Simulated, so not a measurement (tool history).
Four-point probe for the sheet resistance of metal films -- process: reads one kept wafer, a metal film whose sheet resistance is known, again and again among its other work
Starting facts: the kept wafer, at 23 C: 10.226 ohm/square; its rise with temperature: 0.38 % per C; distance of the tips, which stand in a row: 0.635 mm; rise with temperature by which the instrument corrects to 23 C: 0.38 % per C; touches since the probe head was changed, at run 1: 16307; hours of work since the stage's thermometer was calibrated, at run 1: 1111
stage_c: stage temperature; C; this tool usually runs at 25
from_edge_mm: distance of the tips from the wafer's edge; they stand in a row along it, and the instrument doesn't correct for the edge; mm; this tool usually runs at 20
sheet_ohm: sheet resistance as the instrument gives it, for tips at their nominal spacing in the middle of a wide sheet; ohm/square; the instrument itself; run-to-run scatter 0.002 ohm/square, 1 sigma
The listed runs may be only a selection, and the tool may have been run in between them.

| run | hour | stage_c | from_edge_mm | touches since the probe head was changed | hours of work since the stage's thermometer was calibrated | sheet_ohm |
|---|---|---|---|---|---|---|
| 1 | 0.0 | 25 | 20 | 16307 | 1111 | 10.232939 |
| 2 | 25.4 | 25 | 20 | 16664 | 1127 | 10.233705 |
| 3 | 54.9 | 33 | 20 | 17079 | 1146 | 10.233361 |
| 4 | 81.1 | 33 | 20 | 17447 | 1163 | 10.234462 |
| 5 | 102.0 | 33 | 20 | 17741 | 1177 | 10.231858 |
| 6 | 132.9 | 33 | 20 | 18175 | 1197 | 10.234031 |
| 7 | 162.4 | 25 | 24 | 18590 | 1216 | 10.229427 |
| 8 | 191.8 | 25 | 20 | 19003 | 1235 | 10.232872 |
| 9 | 212.2 | 25 | 20 | 19289 | 1248 | 10.234598 |
| 10 | 246.7 | 25 | 20 | 19775 | 1271 | 10.231484 |
| 11 | 270.8 | 25 | 20 | 20114 | 1286 | 10.228637 |
| 12 | 300.9 | 25 | 20 | 20537 | 1306 | 10.236242 |
| 13 | 325.3 | 25 | 20 | 20880 | 1322 | 10.232224 |
| 14 | 351.4 | 35 | 12 | 21247 | 1338 | 10.245099 |
|  | 357.2 | stage's thermometer calibrated |
| 15 | 368.1 | 19 | 13 | 21474 | 7 | 10.238821 |
| 16 | 391.8 | 33 | 31 | 21808 | 22 | 10.232711 |
| 17 | 426.3 | 29 | 9 | 22292 | 45 | 10.258957 |
| 18 | 448.6 | 29 | 9 | 22606 | 59 | 10.251210 |
| 19 | 463.5 | 26 | 20 | 22815 | 69 | 10.230297 |
| 20 | 482.5 | 32 | 29 | 23082 | 81 | 10.229726 |
| 21 | 499.7 | 32 | 29 | 23325 | 92 | 10.229486 |
| 22 | 513.8 | 23 | 14 | 23522 | 102 | 10.237352 |
| 23 | 528.1 | 32 | 6 | 23723 | 111 | 10.292335 |
| 24 | 546.5 | 31 | 20 | 23982 | 123 | 10.233954 |
| 25 | 568.2 | 28 | 4 | 24287 | 137 | 10.365641 |
| 26 | 582.5 | 23 | 20 | 24488 | 146 | 10.228275 |

What differs in the tool's unlogged condition from the final listed run ahead of each entry between runs to the first listed run following it?
Between runs 14 and 15: stage's thermometer calibrated (hour 357.2)
  nothing in the hidden state changes from one run to the other

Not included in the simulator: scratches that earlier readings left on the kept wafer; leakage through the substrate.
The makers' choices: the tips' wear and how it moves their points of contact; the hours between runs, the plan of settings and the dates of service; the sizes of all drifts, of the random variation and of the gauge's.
